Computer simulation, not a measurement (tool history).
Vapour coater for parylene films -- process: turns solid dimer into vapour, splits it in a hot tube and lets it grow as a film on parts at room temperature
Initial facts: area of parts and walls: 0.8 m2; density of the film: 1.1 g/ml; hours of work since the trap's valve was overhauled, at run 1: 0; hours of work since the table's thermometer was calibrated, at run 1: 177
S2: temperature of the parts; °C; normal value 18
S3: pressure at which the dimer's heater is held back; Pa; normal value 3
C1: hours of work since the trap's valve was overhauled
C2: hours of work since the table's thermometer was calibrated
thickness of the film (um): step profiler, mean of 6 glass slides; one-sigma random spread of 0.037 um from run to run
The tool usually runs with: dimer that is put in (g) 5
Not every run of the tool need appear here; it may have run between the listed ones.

run 1 hour=0 | dimer_that_is_put_in_(g)=5 S2=18 S3=3 | C1=0 C2=177 | thickness_of_the_film_(um)=4.62
run 2 hour=52.3 | dimer_that_is_put_in_(g)=5 S2=18 S3=3 | C1=44 C2=221 | thickness_of_the_film_(um)=4.58
run 3 hour=96.8 | dimer_that_is_put_in_(g)=5 S2=18 S3=4.67 | C1=82 C2=259 | thickness_of_the_film_(um)=4.21
run 4 hour=138.8 | dimer_that_is_put_in_(g)=5 S2=20 S3=3 | C1=117 C2=295 | thickness_of_the_film_(um)=4.24
run 5 hour=196.4 | dimer_that_is_put_in_(g)=5 S2=20 S3=3 | C1=166 C2=343 | thickness_of_the_film_(um)=4.26
run 6 hour=226.7 | dimer_that_is_put_in_(g)=5 S2=20 S3=3 | C1=191 C2=369 | thickness_of_the_film_(um)=4.27
run 7 hour=284.3 | dimer_that_is_put_in_(g)=5 S2=20 S3=3 | C1=240 C2=417 | thickness_of_the_film_(um)=4.25
run 8 hour=321.4 | dimer_that_is_put_in_(g)=5 S2=20 S3=3 | C1=271 C2=449 | thickness_of_the_film_(um)=4.24
run 9 hour=357 | dimer_that_is_put_in_(g)=5 S2=20 S3=3 | C1=301 C2=479 | thickness_of_the_film_(um)=4.18
run 10 hour=386.6 | dimer_that_is_put_in_(g)=5 S2=18 S3=3 | C1=326 C2=504 | thickness_of_the_film_(um)=4.4
run 11 hour=421.7 | dimer_that_is_put_in_(g)=5 S2=18 S3=3 | C1=356 C2=533 | thickness_of_the_film_(um)=4.35
-- hour=429.8 trap's valve overhauled
run 12 hour=458.3 | dimer_that_is_put_in_(g)=5 S2=14 S3=2.33 | C1=24 C2=561 | thickness_of_the_film_(um)=5.01
run 13 hour=507.7 | dimer_that_is_put_in_(g)=5 S2=12 S3=3.39 | C1=66 C2=603 | thickness_of_the_film_(um)=4.77
run 14 hour=535.2 | dimer_that_is_put_in_(g)=5 S2=22 S3=3.15 | C1=89 C2=626 | thickness_of_the_film_(um)=3.71
run 15 hour=568.7 | dimer_that_is_put_in_(g)=5 S2=22 S3=3.15 | C1=117 C2=654 | thickness_of_the_film_(um)=3.73
run 16 hour=612.1 | dimer_that_is_put_in_(g)=5 S2=22 S3=3.15 | C1=154 C2=691 | thickness_of_the_film_(um)=3.7
-- hour=650.4 trap's valve overhauled, once more
run 17 hour=658.5 | dimer_that_is_put_in_(g)=5 S2=29 S3=11.17 | C1=7 C2=727 | thickness_of_the_film_(um)=2.67

The next listed run, before its measurement:
run 18 hour=691.4 | dimer_that_is_put_in_(g)=8 S2=18 S3=5.32 | C1=35 C2=754 | thickness_of_the_film_(um)=?

thickness of the film (um): 6.5
Take away the tool's hidden state, keep the run-to-run variation as it was, and the same run would have given thickness of the film (um) 6.58.
